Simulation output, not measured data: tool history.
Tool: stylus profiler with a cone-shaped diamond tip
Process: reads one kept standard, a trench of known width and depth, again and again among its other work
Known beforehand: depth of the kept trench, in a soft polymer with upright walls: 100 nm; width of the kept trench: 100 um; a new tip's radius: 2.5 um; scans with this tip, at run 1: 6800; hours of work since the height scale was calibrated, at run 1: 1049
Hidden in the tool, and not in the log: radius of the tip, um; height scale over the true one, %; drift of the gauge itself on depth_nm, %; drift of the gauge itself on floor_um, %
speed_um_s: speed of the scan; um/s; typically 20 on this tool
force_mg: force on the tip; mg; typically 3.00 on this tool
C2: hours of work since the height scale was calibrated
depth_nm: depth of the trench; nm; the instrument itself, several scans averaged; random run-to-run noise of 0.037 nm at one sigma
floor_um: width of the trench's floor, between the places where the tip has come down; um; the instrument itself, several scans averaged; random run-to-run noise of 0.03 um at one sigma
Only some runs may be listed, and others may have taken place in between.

run 1 hour=0.0 | speed_um_s=20 force_mg=3.00 | scans_with_this_tip=6800 C2=1049 | depth_nm=100.85 floor_um=98.15
run 2 hour=27.6 | speed_um_s=61 force_mg=3.00 | scans_with_this_tip=6896 C2=1063 | depth_nm=100.79 floor_um=97.98
run 3 hour=59.2 | speed_um_s=61 force_mg=3.00 | scans_with_this_tip=7006 C2=1080 | depth_nm=100.83 floor_um=98.02
run 4 hour=79.7 | speed_um_s=61 force_mg=3.00 | scans_with_this_tip=7077 C2=1091 | depth_nm=100.90 floor_um=97.99
-- hour=84.3 height scale calibrated on a step standard
run 5 hour=122.3 | speed_um_s=20 force_mg=4.49 | scans_with_this_tip=7223 C2=20 | depth_nm=100.98 floor_um=98.09
run 6 hour=155.8 | speed_um_s=9 force_mg=1.57 | scans_with_this_tip=7339 C2=38 | depth_nm=100.03 floor_um=98.14
run 7 hour=197.1 | speed_um_s=12 force_mg=2.85 | scans_with_this_tip=7482 C2=60 | depth_nm=100.50 floor_um=98.22
run 8 hour=226.8 | speed_um_s=12 force_mg=2.85 | scans_with_this_tip=7586 C2=76 | depth_nm=100.40 floor_um=98.15
run 9 hour=254.9 | speed_um_s=12 force_mg=2.85 | scans_with_this_tip=7683 C2=91 | depth_nm=100.48 floor_um=98.18
-- hour=270.4 height scale calibrated on a step standard, once more
run 10 hour=297.8 | speed_um_s=28 force_mg=1.61 | scans_with_this_tip=7830 C2=15 | depth_nm=100.95 floor_um=98.04

Some steps in depth_nm, run to run, broken into two amounts with sign: the step expected even without the hidden condition (settings, incoming material, random variation), and the rest, left for the hidden condition together with whatever gauge scatter is not in both the measured and the hidden-condition-free result:
Run 5 -> 6: speed_um_s 20 -> 9, force_mg 4.49 -> 1.57. depth_nm -0.95 nm: hidden state +0.00, all else -0.95.
Run 9 -> 10: speed_um_s 12 -> 28, force_mg 2.85 -> 1.61, height scale calibrated on a step standard, once more. depth_nm +0.47 nm: hidden state +0.92, all else -0.45.
